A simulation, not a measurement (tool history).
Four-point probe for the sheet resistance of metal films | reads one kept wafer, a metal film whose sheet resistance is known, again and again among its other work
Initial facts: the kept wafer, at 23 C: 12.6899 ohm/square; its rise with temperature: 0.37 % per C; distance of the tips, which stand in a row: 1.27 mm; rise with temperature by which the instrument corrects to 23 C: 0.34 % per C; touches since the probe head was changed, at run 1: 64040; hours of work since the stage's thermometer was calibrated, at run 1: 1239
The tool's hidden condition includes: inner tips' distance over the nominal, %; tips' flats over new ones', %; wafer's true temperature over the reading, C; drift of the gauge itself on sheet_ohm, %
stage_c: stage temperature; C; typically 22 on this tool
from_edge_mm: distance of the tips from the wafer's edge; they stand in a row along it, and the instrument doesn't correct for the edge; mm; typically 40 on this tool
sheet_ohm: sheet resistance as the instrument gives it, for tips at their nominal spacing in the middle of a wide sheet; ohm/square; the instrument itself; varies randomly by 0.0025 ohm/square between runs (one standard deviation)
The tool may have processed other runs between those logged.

| run | day | stage_c | from_edge_mm | touches since the probe head was changed | hours of work since the stage's thermometer was calibrated | sheet_ohm |
|---|---|---|---|---|---|---|
| 1 | 0.000 | 22 | 40 | 64040 | 1239 | 12.638743 |
|  | 0.125 | stage's thermometer calibrated |
| 2 | 1.154 | 22 | 40 | 65423 | 15 | 12.656868 |
| 3 | 1.979 | 22 | 40 | 66433 | 26 | 12.663337 |
| 4 | 2.700 | 22 | 40 | 67311 | 37 | 12.666003 |
| 5 | 3.475 | 22 | 40 | 68258 | 48 | 12.661871 |
| 6 | 4.079 | 22 | 40 | 68996 | 56 | 12.664748 |
| 7 | 5.046 | 22 | 40 | 70173 | 70 | 12.658133 |
| 8 | 5.708 | 22 | 40 | 70986 | 79 | 12.661102 |
| 9 | 6.638 | 22 | 31 | 72118 | 92 | 12.664057 |
| 10 | 7.446 | 22 | 15 | 73106 | 104 | 12.707036 |
| 11 | 8.842 | 22 | 15 | 74809 | 124 | 12.701865 |
| 12 | 9.962 | 22 | 8 | 76177 | 140 | 12.827525 |
| 13 | 10.738 | 22 | 8 | 77122 | 151 | 12.825507 |
| 14 | 11.321 | 22 | 40 | 77835 | 159 | 12.663107 |
| 15 | 12.529 | 23 | 40 | 79313 | 176 | 12.670603 |
| 16 | 13.362 | 22 | 40 | 80327 | 188 | 12.663671 |
| 17 | 14.458 | 25 | 40 | 81667 | 203 | 12.676900 |
| 18 | 15.633 | 25 | 40 | 83100 | 220 | 12.676877 |
| 19 | 16.362 | 25 | 40 | 83994 | 230 | 12.674744 |
| 20 | 17.592 | 25 | 40 | 85493 | 248 | 12.675062 |
| 21 | 18.204 | 25 | 40 | 86240 | 257 | 12.674552 |
| 22 | 19.204 | 24 | 40 | 87459 | 271 | 12.670046 |
| 23 | 20.158 | 24 | 40 | 88627 | 284 | 12.675671 |
| 24 | 21.425 | 31 | 10 | 90175 | 302 | 12.798700 |

Run 25 comes next. What will it give?
| 25 | 22.221 | 20 | 50 | 91146 | 314 | ? |

Run 25 came out at sheet_ohm 12.658880 ohm/square.
The same run, on a tool lacking any hidden state, would have yielded sheet_ohm 12.685341 ohm/square.
